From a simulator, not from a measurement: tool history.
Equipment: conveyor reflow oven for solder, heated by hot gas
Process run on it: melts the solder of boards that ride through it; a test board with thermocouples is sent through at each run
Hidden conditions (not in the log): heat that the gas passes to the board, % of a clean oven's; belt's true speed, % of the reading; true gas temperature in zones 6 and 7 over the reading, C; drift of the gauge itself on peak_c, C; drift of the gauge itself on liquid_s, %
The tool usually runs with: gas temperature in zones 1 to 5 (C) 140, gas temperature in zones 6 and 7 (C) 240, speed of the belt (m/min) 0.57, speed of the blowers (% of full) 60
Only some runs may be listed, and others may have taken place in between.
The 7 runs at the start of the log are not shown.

| run | day | gas temperature in zones 1 to 5 (C) | gas temperature in zones 6 and 7 (C) | speed of the belt (m/min) | speed of the blowers (% of full) | hours of work since the flux was cleaned out | hours of work since the belt drive was overhauled | hours of work since the thermocouples were changed | highest temperature of the board (C) | time above the solder's melting point (s) |
|---|---|---|---|---|---|---|---|---|---|---|
| 8 | 3.254 | 140 | 245 | 0.57 | 60 | 216 | 327 | 356 | 225.3 | 52.9 |
| 9 | 3.825 | 140 | 245 | 0.57 | 60 | 226 | 337 | 366 | 225.3 | 52.4 |
| 10 | 4.429 | 140 | 240 | 0.517 | 60 | 237 | 347 | 376 | 225.4 | 57.5 |
| 11 | 5 | 140 | 240 | 0.517 | 60 | 247 | 357 | 386 | 225.3 | 57.4 |
| 12 | 5.575 | 140 | 240 | 0.517 | 60 | 257 | 367 | 396 | 224.6 | 58.1 |
| 13 | 6.058 | 140 | 240 | 0.517 | 60 | 265 | 375 | 405 | 224.6 | 57.8 |
| 14 | 6.483 | 140 | 240 | 0.517 | 60 | 272 | 383 | 412 | 225.4 | 58 |
| 15 | 7.108 | 140 | 240 | 0.517 | 60 | 283 | 394 | 423 | 224.7 | 58.5 |
| 16 | 7.525 | 140 | 240 | 0.517 | 60 | 291 | 401 | 430 | 224.4 | 58.1 |
| 17 | 7.862 | 140 | 244 | 0.599 | 79 | 296 | 407 | 436 | 228.5 | 52.4 |
| 18 | 8.438 | 142 | 244 | 0.601 | 79 | 306 | 417 | 446 | 228.3 | 52.5 |
| 19 | 8.962 | 142 | 244 | 0.601 | 79 | 315 | 426 | 455 | 229.5 | 53.3 |

Predict the results of run 20:
|  | 9.229 | flux residue cleaned out of gas plates and filters |
| 20 | 9.633 | 142 | 251 | 0.623 | 89 | 7 | 434 | 463 | ? | ? |

highest temperature of the board (C): 234.2
time above the solder's melting point (s): 53
With the hidden condition absent and the run-to-run variation left alone, this run would have shown highest temperature of the board (C) 237.9, time above the solder's melting point (s) 53.6.
